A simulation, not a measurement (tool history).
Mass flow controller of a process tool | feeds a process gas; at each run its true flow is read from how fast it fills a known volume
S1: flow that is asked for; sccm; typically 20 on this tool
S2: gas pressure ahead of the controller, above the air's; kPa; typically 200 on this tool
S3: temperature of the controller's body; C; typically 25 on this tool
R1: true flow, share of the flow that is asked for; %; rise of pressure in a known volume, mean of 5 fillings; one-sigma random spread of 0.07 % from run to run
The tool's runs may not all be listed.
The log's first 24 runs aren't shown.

run 25 hour=1348.1 | S1=5 S2=200 S3=25 | R1=95.98
run 26 hour=1388 | S1=34 S2=200 S3=25 | R1=99.08
run 27 hour=1442.9 | S1=10 S2=216 S3=28 | R1=97.02
run 28 hour=1493 | S1=11 S2=176 S3=25 | R1=97.04
run 29 hour=1561 | S1=14 S2=182 S3=34 | R1=96.71
run 30 hour=1623.7 | S1=5 S2=182 S3=23 | R1=95.83
run 31 hour=1687.4 | S1=29 S2=175 S3=31 | R1=98.09
run 32 hour=1725.8 | S1=29 S2=175 S3=31 | R1=98.07
run 33 hour=1774.7 | S1=29 S2=175 S3=31 | R1=98.04
run 34 hour=1841.1 | S1=30 S2=148 S3=31 | R1=98
run 35 hour=1901.1 | S1=10 S2=200 S3=24 | R1=96.98
run 36 hour=1936.9 | S1=16 S2=212 S3=24 | R1=97.95

Each row is a separate what-if for the run after 36, all from the same tool condition, not one after another. Results?
run A hour=1984.4 | S1=17 S2=212 S3=29 | R1=?
run B hour=1984.4 | S1=28 S2=200 S3=36 | R1=?
run C hour=1984.4 | S1=20 S2=227 S3=25 | R1=?
run D hour=1984.4 | S1=20 S2=207 S3=26 | R1=?

run=A R1=97.45
run=B R1=97.76
run=C R1=98.24
run=D R1=98.07
Without the tool's unlogged condition, the same runs would have read:
run=A R1=97.89
run=B R1=97.91
run=C R1=98.58
run=D R1=98.4

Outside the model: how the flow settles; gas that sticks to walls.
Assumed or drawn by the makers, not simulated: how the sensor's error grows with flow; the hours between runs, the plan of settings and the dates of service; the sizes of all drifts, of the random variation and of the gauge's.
